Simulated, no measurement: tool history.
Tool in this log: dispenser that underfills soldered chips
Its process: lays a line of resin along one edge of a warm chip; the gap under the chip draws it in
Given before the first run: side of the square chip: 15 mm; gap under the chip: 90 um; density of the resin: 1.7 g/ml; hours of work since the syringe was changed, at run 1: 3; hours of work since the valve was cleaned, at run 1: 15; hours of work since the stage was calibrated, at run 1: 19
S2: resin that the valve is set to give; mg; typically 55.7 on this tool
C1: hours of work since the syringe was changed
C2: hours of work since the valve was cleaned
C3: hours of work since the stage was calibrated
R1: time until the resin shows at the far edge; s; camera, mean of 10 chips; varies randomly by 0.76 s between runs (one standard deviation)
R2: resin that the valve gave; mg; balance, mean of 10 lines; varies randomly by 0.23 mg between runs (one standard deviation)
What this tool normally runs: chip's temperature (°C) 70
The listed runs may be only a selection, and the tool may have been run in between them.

{"run": 1, "hour": 0.0, "chip's temperature (°C)": 70, "S2": 55.7, "C1": 3, "C2": 15, "C3": 19, "R1": 87.4, "R2": 55.38}
{"hour": 6.5, "done": "new syringe of resin"}
{"run": 2, "hour": 6.8, "chip's temperature (°C)": 70, "S2": 55.7, "C1": 0, "C2": 19, "C3": 24, "R1": 70.1, "R2": 54.72}
{"run": 3, "hour": 12.2, "chip's temperature (°C)": 70, "S2": 59.5, "C1": 4, "C2": 22, "C3": 27, "R1": 91.3, "R2": 58.04}
{"hour": 17.2, "done": "new syringe of resin"}
{"run": 4, "hour": 17.2, "chip's temperature (°C)": 70, "S2": 59.5, "C1": 0, "C2": 25, "C3": 30, "R1": 69.8, "R2": 58.18}
{"run": 5, "hour": 21.8, "chip's temperature (°C)": 70, "S2": 59.5, "C1": 3, "C2": 28, "C3": 33, "R1": 86.9, "R2": 57.39}
{"hour": 28.1, "done": "new syringe of resin"}
{"run": 6, "hour": 29.4, "chip's temperature (°C)": 70, "S2": 55.7, "C1": 1, "C2": 33, "C3": 38, "R1": 75.2, "R2": 53.68}
{"run": 7, "hour": 36.5, "chip's temperature (°C)": 70, "S2": 55.7, "C1": 5, "C2": 38, "C3": 43, "R1": 106.1, "R2": 53.68}
{"hour": 39.2, "done": "new syringe of resin"}
{"run": 8, "hour": 42.7, "chip's temperature (°C)": 70, "S2": 55.7, "C1": 2, "C2": 41, "C3": 46, "R1": 84.3, "R2": 53.28}
{"hour": 48.1, "done": "dispensing valve cleaned and set on the balance"}
{"run": 9, "hour": 48.7, "chip's temperature (°C)": 66, "S2": 55.7, "C1": 6, "C2": 0, "C3": 50, "R1": 127.1, "R2": 55.92}
{"hour": 50.9, "done": "new syringe of resin"}
{"run": 10, "hour": 54.7, "chip's temperature (°C)": 66, "S2": 55.7, "C1": 2, "C2": 4, "C3": 53, "R1": 98.5, "R2": 55.55}
{"run": 11, "hour": 61.2, "chip's temperature (°C)": 66, "S2": 50.2, "C1": 7, "C2": 8, "C3": 57, "R1": 134.9, "R2": 50.32}
{"hour": 61.9, "done": "new syringe of resin"}
{"run": 12, "hour": 65.8, "chip's temperature (°C)": 66, "S2": 50.8, "C1": 3, "C2": 11, "C3": 60, "R1": 99.9, "R2": 50.27}
{"hour": 73.0, "done": "new syringe of resin"}
{"run": 13, "hour": 73.7, "chip's temperature (°C)": 66, "S2": 50.8, "C1": 0, "C2": 16, "C3": 65, "R1": 85.2, "R2": 50.32}
{"run": 14, "hour": 80.5, "chip's temperature (°C)": 66, "S2": 60.8, "C1": 5, "C2": 20, "C3": 70, "R1": 115.7, "R2": 59.76}
{"hour": 83.9, "done": "new syringe of resin"}
{"run": 15, "hour": 85.7, "chip's temperature (°C)": 66, "S2": 60.8, "C1": 1, "C2": 24, "C3": 73, "R1": 89.6, "R2": 59.85}
{"run": 16, "hour": 89.9, "chip's temperature (°C)": 66, "S2": 60.8, "C1": 4, "C2": 26, "C3": 75, "R1": 111.5, "R2": 59.36}
{"hour": 94.6, "done": "new syringe of resin"}
{"run": 17, "hour": 96.3, "chip's temperature (°C)": 66, "S2": 60.8, "C1": 1, "C2": 30, "C3": 79, "R1": 85.7, "R2": 59.35}
{"run": 18, "hour": 102.3, "chip's temperature (°C)": 66, "S2": 63.0, "C1": 5, "C2": 34, "C3": 83, "R1": 115.3, "R2": 61.27}
{"hour": 105.8, "done": "new syringe of resin"}
{"run": 19, "hour": 106.0, "chip's temperature (°C)": 65, "S2": 63.0, "C1": 0, "C2": 36, "C3": 85, "R1": 85.5, "R2": 61.06}
{"run": 20, "hour": 111.6, "chip's temperature (°C)": 76, "S2": 55.1, "C1": 4, "C2": 40, "C3": 89, "R1": 72.7, "R2": 53.35}
{"hour": 116.5, "done": "new syringe of resin"}
{"hour": 119.7, "done": "dispensing valve cleaned and set on the balance"}
{"run": 21, "hour": 120.2, "chip's temperature (°C)": 81, "S2": 71.2, "C1": 2, "C2": 0, "C3": 94, "R1": 50.8, "R2": 70.99}
{"run": 22, "hour": 127.1, "chip's temperature (°C)": 57, "S2": 58.8, "C1": 6, "C2": 5, "C3": 98, "R1": 184.1, "R2": 58.26}

Expected results for the next run?
{"hour": 128.3, "done": "new syringe of resin"}
{"run": 23, "hour": 132.3, "chip's temperature (°C)": 74, "S2": 62.7, "C1": 3, "C2": 8, "C3": 101, "R1": "?", "R2": "?"}

{"run 23": {"R1": 71.4, "R2": 62.51}}
On a tool with no hidden condition, and with the same random variation, this run would have come out at R1 59.5 s, R2 63.10 mg.
